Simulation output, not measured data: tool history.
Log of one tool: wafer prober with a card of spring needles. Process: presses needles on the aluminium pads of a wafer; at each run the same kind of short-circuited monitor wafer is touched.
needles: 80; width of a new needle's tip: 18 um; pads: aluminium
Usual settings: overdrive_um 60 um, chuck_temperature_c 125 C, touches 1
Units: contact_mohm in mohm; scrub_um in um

| run | hour | overdrive_um | chuck_temperature_c | touches | contact_mohm | scrub_um |
|---|---|---|---|---|---|---|
| 1 | 0.0 | 60 | 125 | 1 | 125 | 13.18 |
|  | 4.7 | tips cleaned on abrasive film |
|  | 21.6 | tips cleaned on abrasive film |
| 2 | 21.6 | 60 | 125 | 1 | 124 | 13.13 |
|  | 39.2 | tips cleaned on abrasive film |
| 3 | 53.9 | 60 | 125 | 1 | 124 | 13.16 |
|  | 55.5 | tips cleaned on abrasive film |
|  | 72.0 | tips cleaned on abrasive film |
| 4 | 81.5 | 60 | 125 | 1 | 122 | 13.13 |
|  | 83.5 | height of the first contact set anew |
|  | 88.2 | tips cleaned on abrasive film |
| 5 | 100.2 | 60 | 125 | 1 | 122 | 13.21 |
|  | 105.8 | tips cleaned on abrasive film |
|  | 122.7 | tips cleaned on abrasive film |
| 6 | 125.2 | 60 | 125 | 2 | 125 | 13.16 |
|  | 141.6 | tips cleaned on abrasive film |
| 7 | 150.1 | 60 | 125 | 2 | 126 | 13.18 |
|  | 160.0 | tips cleaned on abrasive film |
| 8 | 165.4 | 60 | 125 | 2 | 121 | 13.16 |
|  | 176.9 | tips cleaned on abrasive film |
|  | 192.8 | tips cleaned on abrasive film |
| 9 | 194.9 | 60 | 125 | 2 | 124 | 13.15 |
|  | 209.0 | tips cleaned on abrasive film |
| 10 | 216.9 | 60 | 58 | 1 | 115 | 13.18 |
|  | 222.2 | height of the first contact set anew |
|  | 227.7 | tips cleaned on abrasive film |
|  | 244.8 | tips cleaned on abrasive film |
| 11 | 247.3 | 60 | 58 | 1 | 115 | 13.15 |
|  | 260.5 | tips cleaned on abrasive film |
|  | 276.8 | tips cleaned on abrasive film |
| 12 | 278.0 | 60 | 58 | 1 | 114 | 13.18 |
|  | 294.0 | tips cleaned on abrasive film |
| 13 | 299.7 | 60 | 58 | 1 | 114 | 13.22 |
|  | 312.0 | tips cleaned on abrasive film |
| 14 | 320.3 | 60 | 125 | 1 | 121 | 13.24 |
|  | 327.8 | tips cleaned on abrasive film |
| 15 | 338.3 | 60 | 38 | 1 | 111 | 13.23 |
|  | 344.4 | tips cleaned on abrasive film |
|  | 360.6 | tips cleaned on abrasive film |
|  | 360.9 | height of the first contact set anew |
| 16 | 367.3 | 55 | 86 | 1 | 121 | 12.11 |
|  | 379.2 | tips cleaned on abrasive film |
|  | 395.5 | tips cleaned on abrasive film |
| 17 | 396.6 | 49 | 125 | 2 | 126 | 10.78 |
|  | 412.3 | tips cleaned on abrasive film |
| 18 | 418.0 | 72 | 91 | 3 | 120 | 15.86 |
|  | 430.4 | tips cleaned on abrasive film |
|  | 447.1 | tips cleaned on abrasive film |
| 19 | 455.8 | 72 | 91 | 3 | 115 | 15.86 |
|  | 464.6 | tips cleaned on abrasive film |
| 20 | 475.6 | 61 | 64 | 2 | 115 | 13.47 |
|  | 481.9 | tips cleaned on abrasive film |
|  | 499.6 | tips cleaned on abrasive film |
|  | 499.9 | height of the first contact set anew |
| 21 | 500.0 | 61 | 64 | 2 | 117 | 13.45 |
|  | 515.6 | tips cleaned on abrasive film |
| 22 | 516.1 | 45 | 125 | 1 | 129 | 9.94 |
|  | 531.8 | tips cleaned on abrasive film |
|  | 549.9 | tips cleaned on abrasive film |
| 23 | 549.9 | 45 | 36 | 2 | 116 | 9.93 |
|  | 565.9 | tips cleaned on abrasive film |
|  | 582.2 | tips cleaned on abrasive film |
| 24 | 582.2 | 48 | 125 | 2 | 127 | 10.62 |
|  | 598.6 | tips cleaned on abrasive film |
|  | 614.3 | tips cleaned on abrasive film |
| 25 | 619.2 | 48 | 125 | 2 | 130 | 10.62 |
|  | 630.5 | tips cleaned on abrasive film |
|  | 641.0 | height of the first contact set anew |
|  | 646.7 | tips cleaned on abrasive film |
| 26 | 646.9 | 48 | 125 | 2 | 130 | 10.67 |
|  | 663.0 | tips cleaned on abrasive film |
|  | 679.3 | tips cleaned on abrasive film |
| 27 | 679.3 | 50 | 117 | 2 | 128 | 11.08 |
|  | 696.3 | tips cleaned on abrasive film |
|  | 713.0 | tips cleaned on abrasive film |
| 28 | 713.5 | 67 | 119 | 2 | 122 | 14.83 |
|  | 730.3 | tips cleaned on abrasive film |
| 29 | 736.1 | 67 | 119 | 2 | 124 | 14.82 |
|  | 748.0 | tips cleaned on abrasive film |
|  | 764.8 | tips cleaned on abrasive film |
| 30 | 767.6 | 78 | 52 | 3 | 111 | 17.30 |

4 ways to go on from here, each from the tool as it stands after run 30. What would each give?
|  | 780.3 | height of the first contact set anew |
|  | 783.4 | tips cleaned on abrasive film |
| A | 794.6 | 60 | 125 | 3 | ? | ? |
|  | 780.3 | height of the first contact set anew |
|  | 783.4 | tips cleaned on abrasive film |
| B | 794.6 | 45 | 83 | 1 | ? | ? |
|  | 780.3 | height of the first contact set anew |
|  | 783.4 | tips cleaned on abrasive film |
| C | 794.6 | 64 | 122 | 2 | ? | ? |
|  | 780.3 | height of the first contact set anew |
|  | 783.4 | tips cleaned on abrasive film |
| D | 794.6 | 78 | 52 | 1 | ? | ? |

| run | contact_mohm | scrub_um |
|---|---|---|
| A | 124 | 13.33 |
| B | 125 | 9.97 |
| C | 121 | 14.20 |
| D | 111 | 17.33 |
Without the tool's hidden state the same runs would have given:
| run | contact_mohm | scrub_um |
|---|---|---|
| A | 123 | 13.16 |
| B | 125 | 9.84 |
| C | 121 | 14.02 |
| D | 110 | 17.10 |

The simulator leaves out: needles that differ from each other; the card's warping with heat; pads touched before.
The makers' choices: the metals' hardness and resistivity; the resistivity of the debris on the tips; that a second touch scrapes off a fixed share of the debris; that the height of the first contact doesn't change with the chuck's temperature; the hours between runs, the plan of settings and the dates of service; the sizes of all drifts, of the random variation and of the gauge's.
